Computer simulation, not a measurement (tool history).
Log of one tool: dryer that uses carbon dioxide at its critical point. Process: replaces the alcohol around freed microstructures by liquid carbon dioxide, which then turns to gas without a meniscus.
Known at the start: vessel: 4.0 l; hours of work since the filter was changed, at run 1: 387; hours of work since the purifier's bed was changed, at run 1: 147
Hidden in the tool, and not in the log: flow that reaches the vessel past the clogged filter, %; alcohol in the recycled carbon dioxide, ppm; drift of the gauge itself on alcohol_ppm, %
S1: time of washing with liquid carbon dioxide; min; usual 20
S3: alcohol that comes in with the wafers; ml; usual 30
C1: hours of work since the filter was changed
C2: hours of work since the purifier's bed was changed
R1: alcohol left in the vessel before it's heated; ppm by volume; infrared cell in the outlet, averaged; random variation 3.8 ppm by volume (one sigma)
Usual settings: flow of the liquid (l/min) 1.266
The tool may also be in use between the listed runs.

{"run": 1, "hour": 0.0, "S1": 20, "flow of the liquid (l/min)": 1.266, "S3": 30, "C1": 387, "C2": 147, "R1": 46}
{"run": 2, "hour": 6.5, "S1": 20, "flow of the liquid (l/min)": 1.266, "S3": 30, "C1": 391, "C2": 151, "R1": 40}
{"run": 3, "hour": 14.1, "S1": 20, "flow of the liquid (l/min)": 1.266, "S3": 30, "C1": 396, "C2": 155, "R1": 40}
{"run": 4, "hour": 22.9, "S1": 20, "flow of the liquid (l/min)": 1.266, "S3": 30, "C1": 401, "C2": 160, "R1": 44}
{"run": 5, "hour": 28.5, "S1": 20, "flow of the liquid (l/min)": 1.266, "S3": 30, "C1": 404, "C2": 164, "R1": 43}
{"run": 6, "hour": 37.5, "S1": 20, "flow of the liquid (l/min)": 1.266, "S3": 23, "C1": 409, "C2": 169, "R1": 37}
{"run": 7, "hour": 45.4, "S1": 20, "flow of the liquid (l/min)": 1.266, "S3": 75, "C1": 414, "C2": 174, "R1": 93}
{"run": 8, "hour": 55.3, "S1": 31, "flow of the liquid (l/min)": 1.2, "S3": 24, "C1": 420, "C2": 180, "R1": 9}
{"run": 9, "hour": 61.2, "S1": 20, "flow of the liquid (l/min)": 1.37, "S3": 30, "C1": 423, "C2": 183, "R1": 38}
{"run": 10, "hour": 67.2, "S1": 19, "flow of the liquid (l/min)": 1.7, "S3": 20, "C1": 427, "C2": 187, "R1": 13}
{"hour": 72.1, "done": "inlet filter changed"}
{"run": 11, "hour": 76.5, "S1": 19, "flow of the liquid (l/min)": 1.7, "S3": 20, "C1": 3, "C2": 191, "R1": 19}
{"run": 12, "hour": 86.6, "S1": 14, "flow of the liquid (l/min)": 1.3, "S3": 20, "C1": 9, "C2": 197, "R1": 87}
{"run": 13, "hour": 91.7, "S1": 14, "flow of the liquid (l/min)": 1.3, "S3": 20, "C1": 12, "C2": 200, "R1": 88}

4 ways to go on from here, each from the tool as it stands after run 13. What would each give?
{"run": "A", "hour": 96.8, "S1": 14, "flow of the liquid (l/min)": 1.3, "S3": 39, "C1": 15, "C2": 203, "R1": "?"}
{"run": "B", "hour": 96.8, "S1": 13, "flow of the liquid (l/min)": 2.0, "S3": 28, "C1": 15, "C2": 203, "R1": "?"}
{"run": "C", "hour": 96.8, "S1": 13, "flow of the liquid (l/min)": 1.1, "S3": 30, "C1": 15, "C2": 203, "R1": "?"}
{"run": "D", "hour": 96.8, "S1": 14, "flow of the liquid (l/min)": 1.3, "S3": 50, "C1": 15, "C2": 203, "R1": "?"}

run=A R1=161
run=B R1=30
run=C R1=302
run=D R1=196
Without the tool's hidden state the same runs would have given:
run=A R1=149
run=B R1=20
run=C R1=289
run=D R1=184
